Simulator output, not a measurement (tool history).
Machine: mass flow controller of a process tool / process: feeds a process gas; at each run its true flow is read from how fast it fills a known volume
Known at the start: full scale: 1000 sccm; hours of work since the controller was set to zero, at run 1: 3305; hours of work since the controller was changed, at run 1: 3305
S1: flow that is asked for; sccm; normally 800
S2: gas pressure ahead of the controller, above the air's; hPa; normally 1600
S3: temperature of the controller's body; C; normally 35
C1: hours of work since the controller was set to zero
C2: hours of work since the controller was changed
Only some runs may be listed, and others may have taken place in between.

run 1 day=0.000 | S1=800 S2=1600 S3=35 | C1=3305 C2=3305 | true_flow_(%)=100.40
run 2 day=6.779 | S1=227 S2=1600 S3=35 | C1=3376 C2=3376 | true_flow_(%)=100.15
run 3 day=12.683 | S1=227 S2=1600 S3=35 | C1=3438 C2=3438 | true_flow_(%)=100.28
run 4 day=20.721 | S1=800 S2=1600 S3=35 | C1=3522 C2=3522 | true_flow_(%)=100.36
run 5 day=28.208 | S1=800 S2=1600 S3=35 | C1=3601 C2=3601 | true_flow_(%)=100.41
run 6 day=35.812 | S1=800 S2=1600 S3=35 | C1=3681 C2=3681 | true_flow_(%)=100.34
run 7 day=43.904 | S1=800 S2=1600 S3=35 | C1=3766 C2=3766 | true_flow_(%)=100.39
run 8 day=51.475 | S1=800 S2=1600 S3=35 | C1=3845 C2=3845 | true_flow_(%)=100.31
run 9 day=58.554 | S1=800 S2=1600 S3=35 | C1=3919 C2=3919 | true_flow_(%)=100.30
run 10 day=65.021 | S1=328 S2=1600 S3=35 | C1=3987 C2=3987 | true_flow_(%)=99.95
run 11 day=73.071 | S1=184 S2=1600 S3=35 | C1=4072 C2=4072 | true_flow_(%)=100.67
run 12 day=78.154 | S1=101 S2=1600 S3=35 | C1=4125 C2=4125 | true_flow_(%)=102.09
run 13 day=81.892 | S1=101 S2=1600 S3=35 | C1=4164 C2=4164 | true_flow_(%)=102.03
run 14 day=89.817 | S1=101 S2=1600 S3=35 | C1=4248 C2=4248 | true_flow_(%)=102.17
run 15 day=96.467 | S1=101 S2=1600 S3=35 | C1=4317 C2=4317 | true_flow_(%)=102.32
run 16 day=103.546 | S1=101 S2=1600 S3=35 | C1=4392 C2=4392 | true_flow_(%)=102.16
run 17 day=108.217 | S1=101 S2=2800 S3=35 | C1=4441 C2=4441 | true_flow_(%)=101.94
run 18 day=115.917 | S1=978 S2=1600 S3=35 | C1=4521 C2=4521 | true_flow_(%)=100.49
run 19 day=123.112 | S1=800 S2=2660 S3=35 | C1=4597 C2=4597 | true_flow_(%)=100.07
run 20 day=130.996 | S1=800 S2=1650 S3=35 | C1=4680 C2=4680 | true_flow_(%)=100.28
run 21 day=136.954 | S1=800 S2=1650 S3=35 | C1=4742 C2=4742 | true_flow_(%)=100.24
run 22 day=143.375 | S1=800 S2=1650 S3=35 | C1=4810 C2=4810 | true_flow_(%)=100.30
run 23 day=147.596 | S1=800 S2=1600 S3=35 | C1=4854 C2=4854 | true_flow_(%)=100.47
-- day=148.383 controller's zero set anew
run 24 day=154.492 | S1=800 S2=1600 S3=35 | C1=64 C2=4926 | true_flow_(%)=100.41
run 25 day=161.221 | S1=197 S2=2180 S3=27 | C1=135 C2=4997 | true_flow_(%)=100.16
run 26 day=165.196 | S1=692 S2=1870 S3=39 | C1=176 C2=5038 | true_flow_(%)=100.57
run 27 day=169.929 | S1=154 S2=2080 S3=28 | C1=226 C2=5088 | true_flow_(%)=101.15
run 28 day=174.462 | S1=154 S2=2080 S3=28 | C1=274 C2=5136 | true_flow_(%)=100.90
run 29 day=180.317 | S1=815 S2=2580 S3=20 | C1=335 C2=5197 | true_flow_(%)=98.82
run 30 day=186.917 | S1=815 S2=2580 S3=20 | C1=404 C2=5266 | true_flow_(%)=98.84
run 31 day=193.638 | S1=800 S2=2800 S3=24 | C1=475 C2=5337 | true_flow_(%)=99.05
-- day=194.992 controller's zero set anew, once more
run 32 day=198.162 | S1=327 S2=2570 S3=24 | C1=33 C2=5384 | true_flow_(%)=97.29
run 33 day=202.104 | S1=572 S2=2440 S3=23 | C1=75 C2=5425 | true_flow_(%)=97.86
run 34 day=209.075 | S1=494 S2=2140 S3=25 | C1=148 C2=5499 | true_flow_(%)=97.85
run 35 day=215.733 | S1=800 S2=2380 S3=35 | C1=218 C2=5568 | true_flow_(%)=99.52
run 36 day=224.342 | S1=137 S2=2250 S3=35 | C1=308 C2=5659 | true_flow_(%)=98.25
run 37 day=230.212 | S1=601 S2=2250 S3=30 | C1=370 C2=5720 | true_flow_(%)=98.56
run 38 day=235.321 | S1=601 S2=2250 S3=30 | C1=423 C2=5774 | true_flow_(%)=98.42
run 39 day=239.638 | S1=601 S2=2250 S3=30 | C1=469 C2=5819 | true_flow_(%)=98.70
run 40 day=244.562 | S1=601 S2=2250 S3=30 | C1=520 C2=5871 | true_flow_(%)=98.69
run 41 day=251.338 | S1=817 S2=2570 S3=21 | C1=591 C2=5942 | true_flow_(%)=98.15
run 42 day=256.725 | S1=648 S2=2180 S3=35 | C1=648 C2=5999 | true_flow_(%)=99.20
run 43 day=262.946 | S1=360 S2=2730 S3=35 | C1=713 C2=6064 | true_flow_(%)=98.61
run 44 day=268.212 | S1=369 S2=1830 S3=32 | C1=768 C2=6119 | true_flow_(%)=98.48
run 45 day=276.092 | S1=599 S2=1830 S3=37 | C1=851 C2=6202 | true_flow_(%)=99.44
run 46 day=282.150 | S1=164 S2=2080 S3=35 | C1=915 C2=6265 | true_flow_(%)=98.53
run 47 day=287.658 | S1=800 S2=1450 S3=28 | C1=972 C2=6323 | true_flow_(%)=99.18
run 48 day=291.575 | S1=178 S2=1450 S3=35 | C1=1014 C2=6364 | true_flow_(%)=98.76

Below are 3 alternative next runs, each starting from the tool's condition after run 48. Predict each:
run A day=295.642 | S1=810 S2=1610 S3=34 | C1=1056 C2=6407 | true_flow_(%)=?
run B day=295.642 | S1=800 S2=1650 S3=35 | C1=1056 C2=6407 | true_flow_(%)=?
run C day=295.642 | S1=168 S2=1590 S3=31 | C1=1056 C2=6407 | true_flow_(%)=?

run=A true_flow_(%)=99.63
run=B true_flow_(%)=99.64
run=C true_flow_(%)=98.37
With the hidden condition removed and each run's random variation left untouched, the same runs would have given:
run=A true_flow_(%)=100.58
run=B true_flow_(%)=100.59
run=C true_flow_(%)=98.90
